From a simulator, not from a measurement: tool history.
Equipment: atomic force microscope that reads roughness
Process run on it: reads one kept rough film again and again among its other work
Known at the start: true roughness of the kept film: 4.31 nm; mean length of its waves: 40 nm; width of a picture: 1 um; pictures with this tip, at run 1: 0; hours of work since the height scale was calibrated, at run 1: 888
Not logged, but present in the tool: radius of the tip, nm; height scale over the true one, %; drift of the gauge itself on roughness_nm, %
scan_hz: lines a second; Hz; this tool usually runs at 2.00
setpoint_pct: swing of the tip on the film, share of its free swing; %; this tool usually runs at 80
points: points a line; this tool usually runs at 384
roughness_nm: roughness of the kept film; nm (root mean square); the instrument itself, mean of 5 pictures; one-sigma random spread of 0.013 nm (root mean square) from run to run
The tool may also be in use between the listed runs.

run,hour,scan_hz,setpoint_pct,points,pictures with this tip,hours of work since the height scale was calibrated,roughness_nm
1,0.0,2.00,80,384,0,888,3.170
2,29.3,2.39,80,384,80,911,3.015
3,68.5,2.39,80,384,187,941,2.920
4,100.9,2.39,80,384,276,967,2.847
5,133.8,1.92,80,384,365,993,2.910
# hour 141.1: new tip fitted
6,165.5,1.92,80,384,66,1017,3.152
7,198.2,1.92,80,384,155,1043,3.080
8,231.4,2.00,77,384,246,1069,3.062
9,264.6,1.17,80,384,337,1095,3.149
# hour 284.5: new tip fitted
10,290.2,2.69,80,384,15,1114,2.983
11,320.6,2.69,80,384,98,1138,2.925
12,358.3,2.00,80,384,201,1168,3.047
13,383.4,2.00,80,384,269,1187,2.972
14,422.6,2.00,80,405,376,1218,2.889
# hour 426.6: new tip fitted
15,454.9,2.00,80,405,77,1243,3.152
16,495.0,2.00,80,405,186,1275,3.027
17,525.3,2.00,67,405,269,1298,3.329
18,564.3,2.00,84,384,375,1329,2.811
# hour 567.9: new tip fitted
# hour 568.9: height scale calibrated on a step standard
19,606.7,2.00,84,384,103,30,3.016
20,635.6,2.00,84,384,182,52,2.972
21,662.1,3.04,80,384,254,73,2.750
# hour 692.0: height scale calibrated on a step standard, once more
22,704.4,3.04,80,384,367,10,2.623
# hour 710.7: new tip fitted
23,731.5,1.15,80,384,56,31,3.374
24,766.1,0.73,63,384,151,58,3.583
25,805.6,0.73,63,384,258,89,3.481
26,845.6,1.33,85,269,367,120,2.945
# hour 852.8: new tip fitted
27,870.3,1.33,85,269,48,139,3.207
28,912.0,0.65,80,384,161,172,3.443
29,938.0,0.65,80,384,232,192,3.394
30,976.5,2.00,67,554,337,222,3.207
# hour 994.4: new tip fitted
31,997.1,3.08,73,416,7,238,3.110
32,1034.3,2.51,63,416,108,267,3.393
33,1054.7,2.00,77,514,164,283,3.123
34,1092.8,1.44,58,300,268,313,3.445
35,1111.9,0.52,90,787,320,328,3.281
36,1132.7,1.45,85,785,377,344,2.923
# hour 1135.5: new tip fitted
37,1163.2,1.45,85,785,75,368,3.174
38,1191.6,1.45,85,785,153,390,3.102
39,1210.6,1.45,66,488,205,405,3.401
40,1252.3,1.45,66,488,319,438,3.331
41,1273.1,1.45,74,526,375,454,3.160
# hour 1277.4: new tip fitted
42,1312.4,1.45,74,526,95,484,3.412
43,1337.2,1.91,85,459,163,504,2.929
44,1359.2,1.83,78,543,223,521,3.086

Predict each of these 3 candidate next runs independently; none follows another, all start after run 44:
A,1394.4,2.00,80,322,319,549,?
B,1394.4,0.81,78,918,319,549,?
C,1394.4,3.82,55,871,319,549,?

run,roughness_nm
A,2.903
B,3.311
C,3.275
With the hidden condition removed and each run's random variation left untouched, the same runs would have given:
run,roughness_nm
A,3.154
B,3.598
C,3.558
